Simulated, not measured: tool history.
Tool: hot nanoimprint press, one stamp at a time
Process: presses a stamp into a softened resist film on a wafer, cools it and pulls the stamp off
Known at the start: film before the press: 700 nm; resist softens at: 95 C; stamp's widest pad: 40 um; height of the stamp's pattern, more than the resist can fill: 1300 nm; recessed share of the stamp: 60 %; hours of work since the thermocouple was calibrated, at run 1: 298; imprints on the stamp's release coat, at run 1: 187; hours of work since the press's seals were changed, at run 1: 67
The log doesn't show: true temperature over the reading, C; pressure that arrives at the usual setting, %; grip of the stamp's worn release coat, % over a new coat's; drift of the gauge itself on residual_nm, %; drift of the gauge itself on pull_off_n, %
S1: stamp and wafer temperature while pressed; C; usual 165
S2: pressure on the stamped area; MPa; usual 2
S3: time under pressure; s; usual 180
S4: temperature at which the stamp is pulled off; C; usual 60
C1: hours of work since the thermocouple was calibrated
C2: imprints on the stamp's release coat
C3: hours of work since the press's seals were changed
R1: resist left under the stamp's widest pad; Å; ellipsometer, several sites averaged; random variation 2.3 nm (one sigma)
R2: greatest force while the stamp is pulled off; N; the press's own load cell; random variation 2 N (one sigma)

run 1 hour=0 | S1=165 S2=2 S3=180 S4=60 | C1=298 C2=187 C3=67 | R1=3589 R2=135
run 2 hour=9.1 | S1=165 S2=2 S3=180 S4=60 | C1=303 C2=203 C3=72 | R1=3625 R2=135
run 3 hour=18.8 | S1=165 S2=2 S3=180 S4=60 | C1=308 C2=220 C3=77 | R1=3598 R2=138
-- hour=36.7 plate thermocouple calibrated
run 4 hour=36.7 | S1=165 S2=1.96 S3=180 S4=60 | C1=0 C2=247 C3=85 | R1=3790 R2=140
run 5 hour=50.8 | S1=165 S2=1.96 S3=180 S4=60 | C1=7 C2=272 C3=92 | R1=3757 R2=144
run 6 hour=66.4 | S1=165 S2=1.52 S3=180 S4=60 | C1=15 C2=300 C3=100 | R1=4114 R2=137
run 7 hour=82.6 | S1=165 S2=1.52 S3=180 S4=60 | C1=24 C2=329 C3=108 | R1=4047 R2=136
run 8 hour=99.7 | S1=165 S2=1.52 S3=180 S4=60 | C1=33 C2=360 C3=117 | R1=4088 R2=141
run 9 hour=106.9 | S1=165 S2=1.32 S3=180 S4=60 | C1=37 C2=372 C3=121 | R1=4251 R2=138
run 10 hour=117.6 | S1=165 S2=2 S3=109 S4=60 | C1=42 C2=392 C3=127 | R1=4419 R2=140
run 11 hour=129.8 | S1=165 S2=2 S3=180 S4=60 | C1=49 C2=413 C3=133 | R1=3682 R2=140
run 12 hour=145.7 | S1=165 S2=2 S3=180 S4=60 | C1=57 C2=442 C3=141 | R1=3687 R2=143
run 13 hour=154.4 | S1=170 S2=2 S3=180 S4=60 | C1=61 C2=457 C3=146 | R1=3148 R2=143
run 14 hour=164 | S1=175 S2=2 S3=180 S4=52 | C1=66 C2=475 C3=151 | R1=2680 R2=158
run 15 hour=172.4 | S1=171 S2=2 S3=180 S4=60 | C1=71 C2=490 C3=155 | R1=3005 R2=140
run 16 hour=185.4 | S1=171 S2=2 S3=180 S4=60 | C1=77 C2=513 C3=162 | R1=3039 R2=140
run 17 hour=201 | S1=156 S2=1.53 S3=180 S4=50 | C1=86 C2=541 C3=170 | R1=5144 R2=163
run 18 hour=211.5 | S1=153 S2=1.53 S3=180 S4=62 | C1=91 C2=560 C3=176 | R1=5476 R2=141
run 19 hour=223.5 | S1=153 S2=1.53 S3=180 S4=62 | C1=97 C2=581 C3=182 | R1=5486 R2=141
run 20 hour=238.7 | S1=167 S2=2.64 S3=192 S4=51 | C1=105 C2=608 C3=190 | R1=3006 R2=164
run 21 hour=251.7 | S1=167 S2=2.64 S3=192 S4=51 | C1=112 C2=631 C3=197 | R1=3027 R2=160
run 22 hour=261.6 | S1=172 S2=2.57 S3=94 S4=61 | C1=117 C2=649 C3=202 | R1=3457 R2=143
run 23 hour=274.4 | S1=176 S2=2.57 S3=94 S4=53 | C1=124 C2=672 C3=208 | R1=3028 R2=157
run 24 hour=289.3 | S1=165 S2=2.66 S3=113 S4=60 | C1=132 C2=699 C3=216 | R1=3930 R2=148
run 25 hour=298.9 | S1=167 S2=2.11 S3=113 S4=54 | C1=137 C2=716 C3=221 | R1=4004 R2=154
run 26 hour=307.3 | S1=167 S2=2.11 S3=113 S4=54 | C1=141 C2=731 C3=226 | R1=3945 R2=161

Forecast each of these 5 alternatives for the next run:
-- hour=324.4 stamp cleaned and given a new release coat
run A hour=328 | S1=173 S2=2.98 S3=113 S4=54 | C1=149 C2=6 C3=233 | R1=? R2=?
-- hour=324.4 stamp cleaned and given a new release coat
run B hour=328 | S1=164 S2=1.2 S3=180 S4=51 | C1=149 C2=6 C3=233 | R1=? R2=?
-- hour=324.4 stamp cleaned and given a new release coat
run C hour=328 | S1=167 S2=2.87 S3=113 S4=54 | C1=149 C2=6 C3=233 | R1=? R2=?
-- hour=324.4 stamp cleaned and given a new release coat
run D hour=328 | S1=167 S2=2.56 S3=138 S4=66 | C1=149 C2=6 C3=233 | R1=? R2=?
-- hour=324.4 stamp cleaned and given a new release coat
run E hour=328 | S1=170 S2=2.11 S3=267 S4=54 | C1=149 C2=6 C3=233 | R1=? R2=?

run=A R1=2915 R2=147
run=B R1=4444 R2=155
run=C R1=3599 R2=143
run=D R1=3485 R2=124
run=E R1=2597 R2=147
Without the tool's hidden state the same runs would have given:
run=A R1=2964 R2=149
run=B R1=4530 R2=156
run=C R1=3662 R2=145
run=D R1=3550 R2=126
run=E R1=2655 R2=149
